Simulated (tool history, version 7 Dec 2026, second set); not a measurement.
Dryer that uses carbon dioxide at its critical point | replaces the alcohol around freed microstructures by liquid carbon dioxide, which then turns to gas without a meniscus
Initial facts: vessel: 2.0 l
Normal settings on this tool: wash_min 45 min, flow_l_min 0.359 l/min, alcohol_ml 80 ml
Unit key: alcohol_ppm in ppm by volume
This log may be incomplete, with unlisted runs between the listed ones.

run 1 day=0 | wash_min=45 flow_l_min=0.359 alcohol_ml=80 | alcohol_ppm=157
run 2 day=0.762 | wash_min=45 flow_l_min=0.359 alcohol_ml=25 | alcohol_ppm=126
run 3 day=1.883 | wash_min=29 flow_l_min=0.359 alcohol_ml=80 | alcohol_ppm=683
run 4 day=2.779 | wash_min=29 flow_l_min=0.359 alcohol_ml=80 | alcohol_ppm=678
run 5 day=4.171 | wash_min=29 flow_l_min=0.359 alcohol_ml=80 | alcohol_ppm=700
run 6 day=5.312 | wash_min=29 flow_l_min=0.359 alcohol_ml=80 | alcohol_ppm=720
run 7 day=6.867 | wash_min=29 flow_l_min=0.359 alcohol_ml=80 | alcohol_ppm=716
run 8 day=7.742 | wash_min=29 flow_l_min=0.359 alcohol_ml=80 | alcohol_ppm=732
run 9 day=8.55 | wash_min=29 flow_l_min=0.359 alcohol_ml=80 | alcohol_ppm=762
run 10 day=9.612 | wash_min=29 flow_l_min=0.359 alcohol_ml=80 | alcohol_ppm=758
run 11 day=11.296 | wash_min=29 flow_l_min=0.359 alcohol_ml=80 | alcohol_ppm=792
run 12 day=12.046 | wash_min=29 flow_l_min=0.359 alcohol_ml=80 | alcohol_ppm=811
run 13 day=13.888 | wash_min=29 flow_l_min=0.359 alcohol_ml=80 | alcohol_ppm=807
run 14 day=15.588 | wash_min=29 flow_l_min=0.359 alcohol_ml=80 | alcohol_ppm=822
run 15 day=16.775 | wash_min=45 flow_l_min=0.359 alcohol_ml=20 | alcohol_ppm=153
run 16 day=17.679 | wash_min=45 flow_l_min=0.359 alcohol_ml=80 | alcohol_ppm=219
run 17 day=18.871 | wash_min=45 flow_l_min=0.359 alcohol_ml=80 | alcohol_ppm=220
run 18 day=19.617 | wash_min=45 flow_l_min=0.359 alcohol_ml=80 | alcohol_ppm=228
run 19 day=21.062 | wash_min=45 flow_l_min=0.502 alcohol_ml=80 | alcohol_ppm=150
run 20 day=21.975 | wash_min=50 flow_l_min=0.359 alcohol_ml=80 | alcohol_ppm=193
run 21 day=23.738 | wash_min=50 flow_l_min=0.359 alcohol_ml=80 | alcohol_ppm=197
run 22 day=24.971 | wash_min=71 flow_l_min=0.359 alcohol_ml=80 | alcohol_ppm=157
run 23 day=25.817 | wash_min=71 flow_l_min=0.359 alcohol_ml=80 | alcohol_ppm=157
run 24 day=26.962 | wash_min=71 flow_l_min=0.602 alcohol_ml=95 | alcohol_ppm=156
run 25 day=28.35 | wash_min=69 flow_l_min=0.359 alcohol_ml=20 | alcohol_ppm=164
run 26 day=30.008 | wash_min=69 flow_l_min=0.359 alcohol_ml=20 | alcohol_ppm=162
run 27 day=31.325 | wash_min=69 flow_l_min=0.359 alcohol_ml=20 | alcohol_ppm=173
run 28 day=32.792 | wash_min=69 flow_l_min=0.359 alcohol_ml=20 | alcohol_ppm=167
run 29 day=33.958 | wash_min=70 flow_l_min=0.359 alcohol_ml=53 | alcohol_ppm=177
run 30 day=35.425 | wash_min=45 flow_l_min=0.554 alcohol_ml=80 | alcohol_ppm=183
run 31 day=36.421 | wash_min=51 flow_l_min=0.359 alcohol_ml=70 | alcohol_ppm=235
run 32 day=37.917 | wash_min=39 flow_l_min=0.359 alcohol_ml=59 | alcohol_ppm=380
-- day=38.925 inlet filter changed
run 33 day=39.538 | wash_min=38 flow_l_min=0.554 alcohol_ml=112 | alcohol_ppm=183
run 34 day=41.388 | wash_min=49 flow_l_min=0.314 alcohol_ml=65 | alcohol_ppm=230
run 35 day=42.292 | wash_min=33 flow_l_min=0.453 alcohol_ml=65 | alcohol_ppm=246
run 36 day=43.479 | wash_min=44 flow_l_min=0.449 alcohol_ml=80 | alcohol_ppm=206
run 37 day=45.325 | wash_min=63 flow_l_min=0.578 alcohol_ml=80 | alcohol_ppm=195
-- day=46.325 purifier's bed changed
run 38 day=46.75 | wash_min=45 flow_l_min=0.359 alcohol_ml=116 | alcohol_ppm=80
run 39 day=48.546 | wash_min=45 flow_l_min=0.359 alcohol_ml=116 | alcohol_ppm=90
run 40 day=49.733 | wash_min=48 flow_l_min=0.388 alcohol_ml=116 | alcohol_ppm=44
run 41 day=50.521 | wash_min=33 flow_l_min=0.249 alcohol_ml=78 | alcohol_ppm=1539
run 42 day=51.779 | wash_min=33 flow_l_min=0.325 alcohol_ml=79 | alcohol_ppm=556
run 43 day=52.642 | wash_min=33 flow_l_min=0.325 alcohol_ml=79 | alcohol_ppm=562
run 44 day=53.95 | wash_min=33 flow_l_min=0.325 alcohol_ml=79 | alcohol_ppm=580
run 45 day=54.792 | wash_min=45 flow_l_min=0.3 alcohol_ml=31 | alcohol_ppm=103

Run 46 has not been measured yet. What should we expect?
run 46 day=55.629 | wash_min=32 flow_l_min=0.399 alcohol_ml=80 | alcohol_ppm=?

Run 46 produced alcohol_ppm 275 ppm by volume.
The same run, on a tool lacking any hidden state, would have yielded alcohol_ppm 179 ppm by volume.
